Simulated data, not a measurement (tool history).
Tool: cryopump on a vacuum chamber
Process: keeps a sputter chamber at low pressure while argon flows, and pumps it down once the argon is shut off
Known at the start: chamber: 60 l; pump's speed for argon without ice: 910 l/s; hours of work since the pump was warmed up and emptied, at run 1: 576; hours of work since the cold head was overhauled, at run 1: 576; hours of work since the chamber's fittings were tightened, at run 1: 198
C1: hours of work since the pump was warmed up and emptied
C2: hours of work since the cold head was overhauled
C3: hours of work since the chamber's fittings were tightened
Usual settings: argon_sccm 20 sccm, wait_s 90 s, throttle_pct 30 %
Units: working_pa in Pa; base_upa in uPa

{"run": 1, "hour": 0.0, "argon_sccm": 20, "wait_s": 90, "throttle_pct": 30, "C1": 576, "C2": 576, "C3": 198, "working_pa": 0.1322, "base_upa": 1.13}
{"run": 2, "hour": 16.3, "argon_sccm": 20, "wait_s": 90, "throttle_pct": 30, "C1": 588, "C2": 588, "C3": 210, "working_pa": 0.1334, "base_upa": 1.18}
{"run": 3, "hour": 45.7, "argon_sccm": 20, "wait_s": 90, "throttle_pct": 23, "C1": 610, "C2": 610, "C3": 232, "working_pa": 0.1707, "base_upa": 1.25}
{"run": 4, "hour": 68.1, "argon_sccm": 20, "wait_s": 90, "throttle_pct": 23, "C1": 627, "C2": 627, "C3": 249, "working_pa": 0.1712, "base_upa": 1.3}
{"run": 5, "hour": 86.8, "argon_sccm": 20, "wait_s": 90, "throttle_pct": 23, "C1": 642, "C2": 642, "C3": 264, "working_pa": 0.1706, "base_upa": 1.31}
{"run": 6, "hour": 116.4, "argon_sccm": 20, "wait_s": 90, "throttle_pct": 23, "C1": 664, "C2": 664, "C3": 286, "working_pa": 0.1731, "base_upa": 1.31}
{"run": 7, "hour": 147.0, "argon_sccm": 10, "wait_s": 90, "throttle_pct": 23, "C1": 688, "C2": 688, "C3": 309, "working_pa": 0.0867, "base_upa": 1.39}
{"run": 8, "hour": 167.0, "argon_sccm": 20, "wait_s": 285, "throttle_pct": 30, "C1": 703, "C2": 703, "C3": 325, "working_pa": 0.1349, "base_upa": 1.03}
{"run": 9, "hour": 182.4, "argon_sccm": 20, "wait_s": 285, "throttle_pct": 30, "C1": 714, "C2": 714, "C3": 336, "working_pa": 0.1348, "base_upa": 1.06}

Run 10 comes next. What will it give?
{"run": 10, "hour": 214.4, "argon_sccm": 20, "wait_s": 26, "throttle_pct": 30, "C1": 739, "C2": 739, "C3": 361, "working_pa": "?", "base_upa": "?"}

{"run 10": {"working_pa": 0.135, "base_upa": 2.71}}
Without the tool's hidden state the same run would have given working_pa 0.1232 Pa, base_upa 2.08 uPa.
